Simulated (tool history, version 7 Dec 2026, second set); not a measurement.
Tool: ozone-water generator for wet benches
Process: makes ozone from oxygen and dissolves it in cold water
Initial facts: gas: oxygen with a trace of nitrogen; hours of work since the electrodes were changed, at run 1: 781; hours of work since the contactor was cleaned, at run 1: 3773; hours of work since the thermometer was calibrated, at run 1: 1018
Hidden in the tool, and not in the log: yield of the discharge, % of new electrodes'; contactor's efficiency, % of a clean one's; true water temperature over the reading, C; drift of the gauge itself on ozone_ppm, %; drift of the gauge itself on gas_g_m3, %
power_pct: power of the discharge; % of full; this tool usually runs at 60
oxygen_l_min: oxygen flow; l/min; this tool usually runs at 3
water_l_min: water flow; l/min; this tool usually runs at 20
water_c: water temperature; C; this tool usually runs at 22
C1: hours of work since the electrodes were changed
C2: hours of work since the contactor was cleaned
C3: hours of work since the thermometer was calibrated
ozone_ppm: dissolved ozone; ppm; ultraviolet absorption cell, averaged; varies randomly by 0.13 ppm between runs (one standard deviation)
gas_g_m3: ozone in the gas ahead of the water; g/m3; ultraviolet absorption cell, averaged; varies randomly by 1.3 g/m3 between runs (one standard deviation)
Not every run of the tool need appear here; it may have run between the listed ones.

{"run": 1, "hour": 0.0, "power_pct": 60, "oxygen_l_min": 3, "water_l_min": 20, "water_c": 22, "C1": 781, "C2": 3773, "C3": 1018, "ozone_ppm": 12.2, "gas_g_m3": 244.4}
{"run": 2, "hour": 40.5, "power_pct": 60, "oxygen_l_min": 3, "water_l_min": 12, "water_c": 22, "C1": 806, "C2": 3797, "C3": 1042, "ozone_ppm": 18.6, "gas_g_m3": 242.5}
{"run": 3, "hour": 95.5, "power_pct": 60, "oxygen_l_min": 3, "water_l_min": 12, "water_c": 22, "C1": 839, "C2": 3831, "C3": 1076, "ozone_ppm": 18.6, "gas_g_m3": 244.2}
{"run": 4, "hour": 159.7, "power_pct": 59, "oxygen_l_min": 3, "water_l_min": 20, "water_c": 22, "C1": 879, "C2": 3870, "C3": 1115, "ozone_ppm": 11.5, "gas_g_m3": 238.6}
{"run": 5, "hour": 227.2, "power_pct": 59, "oxygen_l_min": 3, "water_l_min": 20, "water_c": 22, "C1": 920, "C2": 3912, "C3": 1157, "ozone_ppm": 11.7, "gas_g_m3": 237.8}
{"run": 6, "hour": 287.0, "power_pct": 60, "oxygen_l_min": 3, "water_l_min": 20, "water_c": 24, "C1": 957, "C2": 3948, "C3": 1193, "ozone_ppm": 11.7, "gas_g_m3": 238.8}
{"run": 7, "hour": 331.0, "power_pct": 60, "oxygen_l_min": 3, "water_l_min": 20, "water_c": 24, "C1": 983, "C2": 3975, "C3": 1220, "ozone_ppm": 11.5, "gas_g_m3": 241.6}
{"hour": 337.6, "done": "water thermometer calibrated"}
{"run": 8, "hour": 370.0, "power_pct": 60, "oxygen_l_min": 3, "water_l_min": 20, "water_c": 24, "C1": 1007, "C2": 3999, "C3": 20, "ozone_ppm": 11.6, "gas_g_m3": 242.1}

Forecast run 9:
{"run": 9, "hour": 409.4, "power_pct": 60, "oxygen_l_min": 3, "water_l_min": 20, "water_c": 24, "C1": 1031, "C2": 4023, "C3": 44, "ozone_ppm": "?", "gas_g_m3": "?"}

ozone_ppm: 11.5 ppm
gas_g_m3: 241.2 g/m3
With the hidden condition absent and the run-to-run variation left alone, this run would have shown ozone_ppm 13.5 ppm, gas_g_m3 250.6 g/m3.
